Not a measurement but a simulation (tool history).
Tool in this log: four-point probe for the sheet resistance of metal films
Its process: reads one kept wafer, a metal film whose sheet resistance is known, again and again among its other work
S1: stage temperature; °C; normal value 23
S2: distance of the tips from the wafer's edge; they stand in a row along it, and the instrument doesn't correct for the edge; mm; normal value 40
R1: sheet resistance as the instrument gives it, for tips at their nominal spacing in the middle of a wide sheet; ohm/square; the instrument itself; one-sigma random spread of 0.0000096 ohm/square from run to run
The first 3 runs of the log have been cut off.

run,day,S1,S2,R1
4,2.379,25,40,0.048140
5,2.875,25,40,0.048154
6,3.517,23,5,0.048522
7,4.088,23,35,0.048125
8,4.846,23,35,0.048126
9,5.488,23,35,0.048115
10,6.058,23,35,0.048096
11,7.075,23,35,0.048112
12,7.929,23,35,0.048117
13,8.529,23,40,0.048112
14,9.417,23,40,0.048105
15,10.421,23,14,0.048149
16,11.300,23,14,0.048147
17,12.229,33,14,0.048381
18,12.900,33,14,0.048379
19,13.625,23,19,0.048142
20,14.067,22,3,0.049202
21,14.546,26,20,0.048165
22,15.342,26,4,0.048807
23,16.008,23,12,0.048165
24,17.025,25,40,0.048153
25,17.758,18,6,0.048279
26,18.258,24,42,0.048143
27,18.754,24,5,0.048545

Estimate the outcome of run 28 from the log above:
28,19.225,24,5,?

Run 28 gave R1 0.048543 ohm/square.
With the hidden condition absent and the run-to-run variation left alone, this run would have shown R1 0.048543 ohm/square.
